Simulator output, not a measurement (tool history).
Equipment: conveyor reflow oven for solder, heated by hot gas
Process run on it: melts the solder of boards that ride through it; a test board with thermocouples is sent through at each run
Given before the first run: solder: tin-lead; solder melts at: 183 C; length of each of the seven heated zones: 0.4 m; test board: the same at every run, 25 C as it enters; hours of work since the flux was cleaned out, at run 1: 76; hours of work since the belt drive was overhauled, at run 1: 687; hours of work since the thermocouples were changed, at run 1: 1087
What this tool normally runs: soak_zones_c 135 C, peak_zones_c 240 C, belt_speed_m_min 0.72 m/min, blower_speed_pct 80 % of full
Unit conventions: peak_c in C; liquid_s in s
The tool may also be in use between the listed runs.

run,day,soak_zones_c,peak_zones_c,belt_speed_m_min,blower_speed_pct,hours of work since the flux was cleaned out,hours of work since the belt drive was overhauled,hours of work since the thermocouples were changed,peak_c,liquid_s
1,0,135,240,0.72,80,76,687,1087,220.7,51.9
2,1.558,135,240,0.72,80,92,703,1104,221.1,51.8
3,2.992,135,240,0.72,80,107,718,1118,221,52.8
4,4.346,121,240,0.72,80,121,733,1133,218.4,46.7
5,5.142,135,240,0.72,80,129,741,1141,219.6,52.1
6,6.138,135,240,0.72,80,140,751,1151,220.4,51
7,7.012,135,240,0.72,80,149,760,1160,221,51.8
8,8.608,135,240,0.72,80,165,777,1177,219.7,51
9,10.275,135,240,0.72,80,183,794,1194,219.9,51.4
10,11.504,135,240,0.72,58,196,807,1207,212.7,45.1
# day 11.829: flux residue cleaned out of gas plates and filters
11,12.533,135,240,0.82,80,7,816,1216,214.5,40.4
12,13.35,129,240,0.72,80,16,824,1224,217.3,47.5
13,14.575,135,240,0.72,54,29,837,1237,210,42.6
# day 14.904: thermocouples of zones 6 and 7 changed
14,15.808,135,240,0.72,54,41,849,9,213.1,44.6
15,17.021,150,246,0.72,55,53,862,22,222.4,56.3
16,18.779,145,252,0.712,51,72,880,40,224.3,57
17,19.983,135,240,0.823,80,84,893,53,216.2,41.3
# day 21.158: flux residue cleaned out of gas plates and filters, once more
18,21.292,141,240,0.72,80,1,904,64,225.8,55.7
19,22.804,144,240,0.72,66,17,920,80,221.9,54.4
20,24.312,135,240,0.629,69,33,936,96,226,63.7
21,25.758,148,240,0.72,74,48,951,111,224.8,58.3
22,27.154,135,240,0.679,80,62,965,126,225.7,58.5
23,27.996,146,234,0.679,80,71,974,134,222.3,59.6
24,29.188,128,228,0.855,80,84,986,147,206.6,32
25,30.658,143,228,0.728,80,99,1002,162,213.9,50
26,31.892,143,228,0.728,80,112,1015,175,214.1,49
27,32.746,143,228,0.728,80,121,1023,184,214.1,49.4

Describe how what the log doesn't record of the tool's condition differs between the last listed run preceding each entry between runs and the first listed run following it.
Run 10 -> run 11: flux residue cleaned out of gas plates and filters (day 11.829)
  heat that the gas passes to the board, % of a clean oven's: 94.7 -> 90.8; belt's true speed, % of the reading: 99.39 -> 99.38; true gas temperature in zones 6 and 7 over the reading, C: -4.34 -> -4.37
  what was measured, less what the result would be without the hidden state, peak_c: -4.6 -> -6.4 C; liquid_s: -3.5 -> -4 s
Run 13 -> run 14: thermocouples of zones 6 and 7 changed (day 14.904)
  heat that the gas passes to the board, % of a clean oven's: 90.3 -> 90.1; belt's true speed, % of the reading: 99.36 -> 99.35; true gas temperature in zones 6 and 7 over the reading, C: -4.44 -> -0.17
  what was measured, less what the result would be without the hidden state, peak_c: -5.7 -> -2.3 C; liquid_s: -4.8 -> -1.8 s
Run 17 -> run 18: flux residue cleaned out of gas plates and filters, once more (day 21.158)
  heat that the gas passes to the board, % of a clean oven's: 89.1 -> 99.5; belt's true speed, % of the reading: 99.31 -> 99.3; true gas temperature in zones 6 and 7 over the reading, C: -0.33 -> -0.37
  what was measured, less what the result would be without the hidden state, peak_c: -3.6 -> -0.2 C; liquid_s: -2.3 -> +0.3 s
